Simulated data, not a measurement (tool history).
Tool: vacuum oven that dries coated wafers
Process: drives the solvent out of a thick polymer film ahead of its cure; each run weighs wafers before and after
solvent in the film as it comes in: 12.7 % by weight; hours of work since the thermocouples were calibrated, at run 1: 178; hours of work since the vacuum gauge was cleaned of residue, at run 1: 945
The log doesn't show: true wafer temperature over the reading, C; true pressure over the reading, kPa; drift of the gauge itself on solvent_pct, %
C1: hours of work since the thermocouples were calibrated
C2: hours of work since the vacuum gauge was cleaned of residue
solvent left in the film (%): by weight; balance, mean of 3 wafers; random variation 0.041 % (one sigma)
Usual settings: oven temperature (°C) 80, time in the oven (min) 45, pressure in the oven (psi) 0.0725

Run 1, hour 0: usual settings; C1 178; C2 945. Result: solvent left in the film (%) 0.68.
Run 2, hour 41.7: usual settings; C1 201; C2 968. Result: solvent left in the film (%) 0.62.
Run 3, hour 75.8: usual settings; C1 220; C2 987. Result: solvent left in the film (%) 0.64.
Run 4, hour 104.9: usual settings but pressure in the oven (psi) 0.0555; C1 236; C2 1003. Result: solvent left in the film (%) 0.59.
Run 5, hour 143: usual settings but pressure in the oven (psi) 0.0555; C1 257; C2 1023. Result: solvent left in the film (%) 0.67.
Run 6, hour 184.5: usual settings but pressure in the oven (psi) 0.2138; C1 280; C2 1046. Result: solvent left in the film (%) 1.08.
Run 7, hour 220.4: usual settings but oven temperature (°C) 73; C1 299; C2 1066. Result: solvent left in the film (%) 1.42.
Run 8, hour 253.9: usual settings but oven temperature (°C) 73; C1 318; C2 1084. Result: solvent left in the film (%) 1.49.
Run 9, hour 301.5: usual settings but oven temperature (°C) 73; C1 344; C2 1110. Result: solvent left in the film (%) 1.42.
Run 10, hour 340.1: usual settings; C1 365; C2 1131. Result: solvent left in the film (%) 0.69.
Run 11, hour 387.6: usual settings; C1 391; C2 1157. Result: solvent left in the film (%) 0.67.
Run 12, hour 423.3: usual settings but oven temperature (°C) 70; C1 411; C2 1177. Result: solvent left in the film (%) 1.96.
Run 13, hour 468.6: usual settings but oven temperature (°C) 70; C1 435; C2 1202. Result: solvent left in the film (%) 1.93.
Run 14, hour 504.1: usual settings but oven temperature (°C) 70; C1 455; C2 1221. Result: solvent left in the film (%) 1.9.
Run 15, hour 534.9: usual settings but oven temperature (°C) 93, time in the oven (min) 23, pressure in the oven (psi) 0.0471; C1 472; C2 1238. Result: solvent left in the film (%) 0.38.
Run 16, hour 562.8: usual settings but oven temperature (°C) 95, time in the oven (min) 42, pressure in the oven (psi) 0.1053; C1 487; C2 1254. Result: solvent left in the film (%) 0.17.
Run 17, hour 602.1: usual settings but oven temperature (°C) 70, time in the oven (min) 58, pressure in the oven (psi) 0.2471; C1 509; C2 1275. Result: solvent left in the film (%) 2.22.
Run 18, hour 634: usual settings but oven temperature (°C) 70, time in the oven (min) 58, pressure in the oven (psi) 0.2471; C1 526; C2 1293. Result: solvent left in the film (%) 2.2.
Run 19, hour 667.1: usual settings but oven temperature (°C) 70, time in the oven (min) 58, pressure in the oven (psi) 0.2471; C1 544; C2 1311. Result: solvent left in the film (%) 2.21.
Run 20, hour 706.8: usual settings but oven temperature (°C) 92, time in the oven (min) 58, pressure in the oven (psi) 0.1314; C1 566; C2 1332. Result: solvent left in the film (%) 0.3.
Run 21, hour 727.7: usual settings but oven temperature (°C) 90, time in the oven (min) 40, pressure in the oven (psi) 0.161; C1 577; C2 1344. Result: solvent left in the film (%) 0.44.
Run 22, hour 772.9: usual settings but time in the oven (min) 29, pressure in the oven (psi) 0.2891; C1 602; C2 1369. Result: solvent left in the film (%) 2.17.
Run 23, hour 818.7: usual settings but time in the oven (min) 29, pressure in the oven (psi) 0.2891; C1 627; C2 1394. Result: solvent left in the film (%) 2.19.
Run 24, hour 849: usual settings but time in the oven (min) 29, pressure in the oven (psi) 0.2891; C1 644; C2 1410. Result: solvent left in the film (%) 2.19.
Run 25, hour 889.2: usual settings but oven temperature (°C) 66, pressure in the oven (psi) 0.0602; C1 666; C2 1432. Result: solvent left in the film (%) 2.63.
Run 26, hour 924.4: usual settings but oven temperature (°C) 94, time in the oven (min) 43, pressure in the oven (psi) 0.0602; C1 685; C2 1452. Result: solvent left in the film (%) 0.12.
Run 27, hour 958.6: usual settings but oven temperature (°C) 94, time in the oven (min) 43, pressure in the oven (psi) 0.0602; C1 704; C2 1470. Result: solvent left in the film (%) 0.16.
Run 28, hour 985.6: usual settings but oven temperature (°C) 87, time in the oven (min) 43, pressure in the oven (psi) 0.1191; C1 719; C2 1485. Result: solvent left in the film (%) 0.47.

Forecast each of these 3 alternatives for the next run:
Run A, hour 1029.6: usual settings but oven temperature (°C) 87, time in the oven (min) 53, pressure in the oven (psi) 0.0577; C1 743; C2 1509. Result: solvent left in the film (%) ?.
Run B, hour 1029.6: usual settings but oven temperature (°C) 69, pressure in the oven (psi) 0.161; C1 743; C2 1509. Result: solvent left in the film (%) ?.
Run C, hour 1029.6: usual settings but oven temperature (°C) 70, time in the oven (min) 22, pressure in the oven (psi) 0.0399; C1 743; C2 1509. Result: solvent left in the film (%) ?.

run  solvent left in the film (%)
  A                          0.34
  B                          2.63
  C                          4.21
Without the tool's hidden state the same runs would have given:
run  solvent left in the film (%)
  A                          0.34
  B                          2.62
  C                           4.2
